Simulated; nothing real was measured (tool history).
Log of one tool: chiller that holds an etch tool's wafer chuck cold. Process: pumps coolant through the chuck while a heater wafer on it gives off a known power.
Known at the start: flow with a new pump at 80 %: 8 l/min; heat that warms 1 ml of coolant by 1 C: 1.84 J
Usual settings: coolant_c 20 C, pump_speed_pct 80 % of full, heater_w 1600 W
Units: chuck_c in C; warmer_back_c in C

| run | day | coolant_c | pump_speed_pct | heater_w | chuck_c | warmer_back_c |
|---|---|---|---|---|---|---|
| 1 | 0 | 20 | 80 | 1600 | 32 | 6.74 |
| 2 | 1.942 | 20 | 80 | 1600 | 32 | 6.82 |
| 3 | 3.283 | 20 | 80 | 1600 | 32 | 6.71 |
| 4 | 5.333 | 20 | 94 | 1600 | 30.7 | 5.63 |
| 5 | 7.971 | 20 | 94 | 1600 | 30.7 | 5.64 |
| 6 | 9.754 | 20 | 94 | 1600 | 30.6 | 5.61 |
| 7 | 12.171 | 20 | 94 | 1600 | 30.5 | 5.64 |
| 8 | 13.671 | 20 | 80 | 1600 | 31.8 | 6.81 |
| 9 | 15.567 | 18 | 80 | 1600 | 29.9 | 6.75 |

Forecast run 10:
| 10 | 18.246 | 16 | 93 | 1600 | ? | ? |

chuck_c: 27 C
warmer_back_c: 5.72 C
Without the tool's hidden state the same run would have given chuck_c 26.5 C, warmer_back_c 5.49 C.
